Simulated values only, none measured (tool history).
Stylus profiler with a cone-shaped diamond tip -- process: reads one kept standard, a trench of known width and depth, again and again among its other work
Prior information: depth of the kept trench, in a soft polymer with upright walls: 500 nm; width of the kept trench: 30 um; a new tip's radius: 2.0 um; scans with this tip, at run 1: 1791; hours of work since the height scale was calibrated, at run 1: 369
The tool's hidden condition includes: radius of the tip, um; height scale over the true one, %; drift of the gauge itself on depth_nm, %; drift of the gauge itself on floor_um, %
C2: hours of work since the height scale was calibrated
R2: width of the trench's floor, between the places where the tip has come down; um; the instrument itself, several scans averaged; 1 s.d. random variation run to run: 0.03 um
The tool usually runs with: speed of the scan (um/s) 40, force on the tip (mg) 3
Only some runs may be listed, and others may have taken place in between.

Run 1, hour 0: usual settings; scans with this tip 1791; C2 369. Result: depth of the trench (nm) 502.84, R2 26.42 um.
Run 2, hour 25.5: usual settings; scans with this tip 1847; C2 381. Result: depth of the trench (nm) 502.77, R2 26.49 um.
Run 3, hour 62.1: usual settings; scans with this tip 1926; C2 397. Result: depth of the trench (nm) 502.88, R2 26.45 um.
Run 4, hour 105.5: usual settings but speed of the scan (um/s) 23; scans with this tip 2020; C2 416. Result: depth of the trench (nm) 502.86, R2 26.48 um.
Run 5, hour 149: usual settings but speed of the scan (um/s) 54; scans with this tip 2114; C2 436. Result: depth of the trench (nm) 502.82, R2 26.21 um.
Run 6, hour 183.9: usual settings but speed of the scan (um/s) 54; scans with this tip 2190; C2 451. Result: depth of the trench (nm) 502.9, R2 26.27 um.
Run 7, hour 206.9: usual settings; scans with this tip 2240; C2 462. Result: depth of the trench (nm) 502.85, R2 26.37 um.
Run 8, hour 238.2: usual settings; scans with this tip 2308; C2 476. Result: depth of the trench (nm) 502.75, R2 26.3 um.
Run 9, hour 263.4: usual settings; scans with this tip 2362; C2 487. Result: depth of the trench (nm) 502.79, R2 26.24 um.
Run 10, hour 293.3: usual settings but force on the tip (mg) 1.67; scans with this tip 2427; C2 500. Result: depth of the trench (nm) 501.9, R2 26.16 um.
Run 11, hour 325.6: usual settings but force on the tip (mg) 1.67; scans with this tip 2497; C2 515. Result: depth of the trench (nm) 501.81, R2 26.15 um.
Run 12, hour 358.2: usual settings but force on the tip (mg) 1.25; scans with this tip 2568; C2 529. Result: depth of the trench (nm) 501.48, R2 26.08 um.
Run 13, hour 384.8: usual settings but force on the tip (mg) 1.25; scans with this tip 2626; C2 541. Result: depth of the trench (nm) 501.37, R2 26.03 um.
Run 14, hour 413.9: usual settings but force on the tip (mg) 1.25; scans with this tip 2689; C2 554. Result: depth of the trench (nm) 501.53, R2 25.95 um.
Run 15, hour 456.6: usual settings but speed of the scan (um/s) 49; scans with this tip 2782; C2 573. Result: depth of the trench (nm) 502.72, R2 26.11 um.
Run 16, hour 477.7: usual settings but speed of the scan (um/s) 49; scans with this tip 2827; C2 583. Result: depth of the trench (nm) 502.68, R2 26.09 um.
Run 17, hour 524.4: usual settings but speed of the scan (um/s) 49; scans with this tip 2929; C2 604. Result: depth of the trench (nm) 502.73, R2 26.07 um.
Run 18, hour 572.7: usual settings but speed of the scan (um/s) 49, force on the tip (mg) 1.15; scans with this tip 3033; C2 625. Result: depth of the trench (nm) 501.33, R2 25.86 um.
Run 19, hour 598: usual settings but speed of the scan (um/s) 49, force on the tip (mg) 1.15; scans with this tip 3088; C2 637. Result: depth of the trench (nm) 501.3, R2 25.8 um.
Run 20, hour 630.4: usual settings but speed of the scan (um/s) 49, force on the tip (mg) 1.15; scans with this tip 3159; C2 651. Result: depth of the trench (nm) 501.23, R2 25.84 um.
Run 21, hour 665.7: usual settings but speed of the scan (um/s) 49, force on the tip (mg) 1.15; scans with this tip 3235; C2 667. Result: depth of the trench (nm) 501.23, R2 25.76 um.
Run 22, hour 709.8: usual settings but speed of the scan (um/s) 49, force on the tip (mg) 1.15; scans with this tip 3331; C2 687. Result: depth of the trench (nm) 501.28, R2 25.78 um.
Run 23, hour 757.6: usual settings but speed of the scan (um/s) 49, force on the tip (mg) 1.15; scans with this tip 3434; C2 708. Result: depth of the trench (nm) 501.21, R2 25.73 um.
Run 24, hour 792.9: usual settings but speed of the scan (um/s) 125, force on the tip (mg) 3.19; scans with this tip 3511; C2 724. Result: depth of the trench (nm) 502.82, R2 25.44 um.
Run 25, hour 823: usual settings but speed of the scan (um/s) 58, force on the tip (mg) 1.47; scans with this tip 3576; C2 737. Result: depth of the trench (nm) 501.49, R2 25.68 um.
Run 26, hour 846.7: usual settings but speed of the scan (um/s) 26, force on the tip (mg) 6.77; scans with this tip 3628; C2 748. Result: depth of the trench (nm) 504.83, R2 26.05 um.
Run 27, hour 871: usual settings but speed of the scan (um/s) 101, force on the tip (mg) 1.89; scans with this tip 3680; C2 759. Result: depth of the trench (nm) 501.81, R2 25.42 um.
Run 28, hour 900.1: usual settings but speed of the scan (um/s) 64, force on the tip (mg) 1.31; scans with this tip 3744; C2 772. Result: depth of the trench (nm) 501.38, R2 25.52 um.
Run 29, hour 924: usual settings but force on the tip (mg) 6.36; scans with this tip 3795; C2 782. Result: depth of the trench (nm) 504.57, R2 25.94 um.
Run 30, hour 967.7: usual settings but force on the tip (mg) 1.95; scans with this tip 3890; C2 802. Result: depth of the trench (nm) 501.79, R2 25.81 um.
Run 31, hour 995: usual settings but force on the tip (mg) 1.95; scans with this tip 3949; C2 814. Result: depth of the trench (nm) 501.91, R2 25.77 um.
Run 32, hour 1033.6: usual settings but speed of the scan (um/s) 12, force on the tip (mg) 2.27; scans with this tip 4033; C2 831. Result: depth of the trench (nm) 502.09, R2 25.96 um.
Run 33, hour 1076: usual settings but speed of the scan (um/s) 18, force on the tip (mg) 2.01; scans with this tip 4125; C2 850. Result: depth of the trench (nm) 501.82, R2 25.85 um.
Run 34, hour 1109.3: usual settings but speed of the scan (um/s) 134, force on the tip (mg) 2.28; scans with this tip 4197; C2 865. Result: depth of the trench (nm) 502.06, R2 25.08 um.
Run 35, hour 1142.9: usual settings but speed of the scan (um/s) 134, force on the tip (mg) 2.28; scans with this tip 4270; C2 880. Result: depth of the trench (nm) 502.11, R2 25.04 um.
Run 36, hour 1186.8: usual settings but speed of the scan (um/s) 134, force on the tip (mg) 1.17; scans with this tip 4365; C2 900. Result: depth of the trench (nm) 501.08, R2 24.73 um.
Run 37, hour 1237.5: usual settings but speed of the scan (um/s) 32, force on the tip (mg) 2.77; scans with this tip 4475; C2 922. Result: depth of the trench (nm) 502.51, R2 25.66 um.
Run 38, hour 1273.2: usual settings but speed of the scan (um/s) 10, force on the tip (mg) 1.87; scans with this tip 4553; C2 938. Result: depth of the trench (nm) 501.6, R2 25.77 um.
Run 39, hour 1309.3: usual settings but speed of the scan (um/s) 18, force on the tip (mg) 1.37; scans with this tip 4631; C2 955. Result: depth of the trench (nm) 501.27, R2 25.71 um.
Run 40, hour 1334.4: usual settings but speed of the scan (um/s) 61, force on the tip (mg) 1.72; scans with this tip 4686; C2 966. Result: depth of the trench (nm) 501.61, R2 25.36 um.
Run 41, hour 1370.3: usual settings but speed of the scan (um/s) 69; scans with this tip 4763; C2 982. Result: depth of the trench (nm) 502.54, R2 25.45 um.
Run 42, hour 1409.6: usual settings but speed of the scan (um/s) 25, force on the tip (mg) 1.16; scans with this tip 4849; C2 999. Result: depth of the trench (nm) 501.04, R2 25.58 um.
Run 43, hour 1448.4: usual settings but speed of the scan (um/s) 94, force on the tip (mg) 1.92; scans with this tip 4933; C2 1017. Result: depth of the trench (nm) 501.7, R2 25.07 um.
Run 44, hour 1498.9: usual settings but speed of the scan (um/s) 94, force on the tip (mg) 1.92; scans with this tip 5042; C2 1039. Result: depth of the trench (nm) 501.72, R2 25.05 um.
Run 45, hour 1522.8: usual settings but speed of the scan (um/s) 106, force on the tip (mg) 2.51; scans with this tip 5094; C2 1050. Result: depth of the trench (nm) 502.09, R2 25.15 um.
Run 46, hour 1549.3: usual settings but speed of the scan (um/s) 47, force on the tip (mg) 2.28; scans with this tip 5152; C2 1062. Result: depth of the trench (nm) 501.99, R2 25.41 um.

Predict each of these 4 candidate next runs independently; none follows another, all start after run 46:
Run A, hour 1578.2: usual settings but speed of the scan (um/s) 89, force on the tip (mg) 2.53; scans with this tip 5214; C2 1075. Result: depth of the trench (nm) ?, R2 ?.
Run B, hour 1578.2: usual settings but speed of the scan (um/s) 151, force on the tip (mg) 2.28; scans with this tip 5214; C2 1075. Result: depth of the trench (nm) ?, R2 ?.
Run C, hour 1578.2: usual settings but speed of the scan (um/s) 23, force on the tip (mg) 5.33; scans with this tip 5214; C2 1075. Result: depth of the trench (nm) ?, R2 ?.
Run D, hour 1578.2: usual settings but speed of the scan (um/s) 36, force on the tip (mg) 6.88; scans with this tip 5214; C2 1075. Result: depth of the trench (nm) ?, R2 ?.

run  depth of the trench (nm)     R2
  A                    502.05  25.15
  B                    502.07  24.78
  C                    503.74  25.63
  D                    504.68  25.52
With the hidden condition removed and each run's random variation left untouched, the same runs would have given:
run  depth of the trench (nm)     R2
  A                    502.62  26.78
  B                    502.64  26.41
  C                    504.31  27.26
  D                    505.26  27.16

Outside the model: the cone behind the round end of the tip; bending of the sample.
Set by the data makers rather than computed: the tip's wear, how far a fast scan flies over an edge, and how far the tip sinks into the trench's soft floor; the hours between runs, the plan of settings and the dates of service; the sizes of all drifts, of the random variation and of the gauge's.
